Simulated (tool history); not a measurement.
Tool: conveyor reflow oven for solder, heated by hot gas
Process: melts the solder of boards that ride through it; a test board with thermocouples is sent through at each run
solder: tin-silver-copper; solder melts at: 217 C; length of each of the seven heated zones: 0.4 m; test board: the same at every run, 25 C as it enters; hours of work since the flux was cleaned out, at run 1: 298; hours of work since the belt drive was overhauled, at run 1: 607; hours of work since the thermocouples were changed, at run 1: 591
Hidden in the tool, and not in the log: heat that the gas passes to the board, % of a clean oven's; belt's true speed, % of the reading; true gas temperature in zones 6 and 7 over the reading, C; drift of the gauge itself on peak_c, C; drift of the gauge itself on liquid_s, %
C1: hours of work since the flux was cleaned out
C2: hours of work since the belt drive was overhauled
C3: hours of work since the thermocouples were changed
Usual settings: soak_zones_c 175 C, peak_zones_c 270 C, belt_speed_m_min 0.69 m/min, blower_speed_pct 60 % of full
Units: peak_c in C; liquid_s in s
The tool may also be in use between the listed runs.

run 1 hour=0 | soak_zones_c=175 peak_zones_c=270 belt_speed_m_min=0.69 blower_speed_pct=60 | C1=298 C2=607 C3=591 | peak_c=251.6 liquid_s=51.4
-- hour=14.6 flux residue cleaned out of gas plates and filters
run 2 hour=36.4 | soak_zones_c=175 peak_zones_c=270 belt_speed_m_min=0.69 blower_speed_pct=60 | C1=16 C2=630 C3=614 | peak_c=252.6 liquid_s=52.9
run 3 hour=75.3 | soak_zones_c=175 peak_zones_c=270 belt_speed_m_min=0.69 blower_speed_pct=60 | C1=46 C2=660 C3=644 | peak_c=252.8 liquid_s=53.1
run 4 hour=121.1 | soak_zones_c=175 peak_zones_c=271 belt_speed_m_min=0.69 blower_speed_pct=60 | C1=80 C2=694 C3=678 | peak_c=253.1 liquid_s=53.9
run 5 hour=146.9 | soak_zones_c=167 peak_zones_c=270 belt_speed_m_min=0.69 blower_speed_pct=60 | C1=100 C2=714 C3=697 | peak_c=251.2 liquid_s=49.1
run 6 hour=184.2 | soak_zones_c=167 peak_zones_c=270 belt_speed_m_min=0.69 blower_speed_pct=60 | C1=128 C2=742 C3=726 | peak_c=250.9 liquid_s=49.2
run 7 hour=215.8 | soak_zones_c=175 peak_zones_c=270 belt_speed_m_min=0.6 blower_speed_pct=60 | C1=151 C2=765 C3=749 | peak_c=257.4 liquid_s=65.3
run 8 hour=255.7 | soak_zones_c=175 peak_zones_c=270 belt_speed_m_min=0.69 blower_speed_pct=60 | C1=181 C2=795 C3=779 | peak_c=252.5 liquid_s=53.2
run 9 hour=287.2 | soak_zones_c=175 peak_zones_c=270 belt_speed_m_min=0.69 blower_speed_pct=60 | C1=205 C2=819 C3=803 | peak_c=252.9 liquid_s=52.9
run 10 hour=324.4 | soak_zones_c=175 peak_zones_c=270 belt_speed_m_min=0.69 blower_speed_pct=60 | C1=233 C2=847 C3=831 | peak_c=253.2 liquid_s=53
run 11 hour=367.3 | soak_zones_c=175 peak_zones_c=269 belt_speed_m_min=0.69 blower_speed_pct=60 | C1=265 C2=879 C3=863 | peak_c=251.4 liquid_s=51.7
run 12 hour=410.9 | soak_zones_c=175 peak_zones_c=269 belt_speed_m_min=0.69 blower_speed_pct=60 | C1=298 C2=912 C3=896 | peak_c=252 liquid_s=52
-- hour=424.5 flux residue cleaned out of gas plates and filters
run 13 hour=453.4 | soak_zones_c=175 peak_zones_c=270 belt_speed_m_min=0.721 blower_speed_pct=60 | C1=22 C2=940 C3=924 | peak_c=252.1 liquid_s=50.2
run 14 hour=493 | soak_zones_c=175 peak_zones_c=270 belt_speed_m_min=0.721 blower_speed_pct=60 | C1=52 C2=970 C3=954 | peak_c=251.5 liquid_s=49.5
run 15 hour=531.1 | soak_zones_c=170 peak_zones_c=273 belt_speed_m_min=0.792 blower_speed_pct=58 | C1=80 C2=999 C3=983 | peak_c=248.4 liquid_s=41.1
-- hour=569.9 belt drive overhauled, speed set with a stopwatch
run 16 hour=578.9 | soak_zones_c=164 peak_zones_c=284 belt_speed_m_min=0.792 blower_speed_pct=58 | C1=113 C2=7 C3=1016 | peak_c=255.4 liquid_s=42.9
run 17 hour=605.9 | soak_zones_c=161 peak_zones_c=284 belt_speed_m_min=0.605 blower_speed_pct=58 | C1=133 C2=27 C3=1036 | peak_c=266.7 liquid_s=64.6
-- hour=612.1 thermocouples of zones 6 and 7 changed
run 18 hour=652.1 | soak_zones_c=167 peak_zones_c=276 belt_speed_m_min=0.748 blower_speed_pct=55 | C1=167 C2=60 C3=30 | peak_c=248.8 liquid_s=41.5
run 19 hour=678.8 | soak_zones_c=178 peak_zones_c=278 belt_speed_m_min=0.69 blower_speed_pct=60 | C1=187 C2=80 C3=50 | peak_c=257.8 liquid_s=56.5
run 20 hour=711.2 | soak_zones_c=175 peak_zones_c=277 belt_speed_m_min=0.69 blower_speed_pct=60 | C1=211 C2=105 C3=74 | peak_c=257.1 liquid_s=54.3
run 21 hour=742.8 | soak_zones_c=188 peak_zones_c=284 belt_speed_m_min=0.587 blower_speed_pct=83 | C1=235 C2=128 C3=98 | peak_c=275.2 liquid_s=79.7
run 22 hour=775.6 | soak_zones_c=188 peak_zones_c=284 belt_speed_m_min=0.587 blower_speed_pct=83 | C1=260 C2=153 C3=123 | peak_c=275.2 liquid_s=79.7
run 23 hour=796.8 | soak_zones_c=188 peak_zones_c=284 belt_speed_m_min=0.587 blower_speed_pct=83 | C1=275 C2=169 C3=139 | peak_c=275 liquid_s=79.8
run 24 hour=828.2 | soak_zones_c=188 peak_zones_c=284 belt_speed_m_min=0.587 blower_speed_pct=84 | C1=299 C2=193 C3=162 | peak_c=275.1 liquid_s=79.8
-- hour=840.7 flux residue cleaned out of gas plates and filters
run 25 hour=868.5 | soak_zones_c=188 peak_zones_c=284 belt_speed_m_min=0.587 blower_speed_pct=84 | C1=21 C2=219 C3=189 | peak_c=276.6 liquid_s=80.3

The same runs without the tool's hidden state, with the same run-to-run variation:
run=1 peak_c=251.2 liquid_s=50.6
run=2 peak_c=251.1 liquid_s=51.1
run=3 peak_c=251.3 liquid_s=51.4
run=4 peak_c=251.7 liquid_s=52.2
run=5 peak_c=249.8 liquid_s=47.4
run=6 peak_c=249.5 liquid_s=47.5
run=7 peak_c=256 liquid_s=63.4
run=8 peak_c=251.2 liquid_s=51.6
run=9 peak_c=251.6 liquid_s=51.2
run=10 peak_c=252 liquid_s=51.4
run=11 peak_c=250.2 liquid_s=50.1
run=12 peak_c=250.9 liquid_s=50.4
run=13 peak_c=249.8 liquid_s=47.6
run=14 peak_c=249.3 liquid_s=47
run=15 peak_c=246.2 liquid_s=38.6
run=16 peak_c=254.2 liquid_s=42.2
run=17 peak_c=265.2 liquid_s=63.8
run=18 peak_c=249.4 liquid_s=42
run=19 peak_c=258.3 liquid_s=56.9
run=20 peak_c=257.7 liquid_s=54.7
run=21 peak_c=275.6 liquid_s=79.6
run=22 peak_c=275.6 liquid_s=79.5
run=23 peak_c=275.4 liquid_s=79.6
run=24 peak_c=275.6 liquid_s=79.6
run=25 peak_c=276.1 liquid_s=79.8
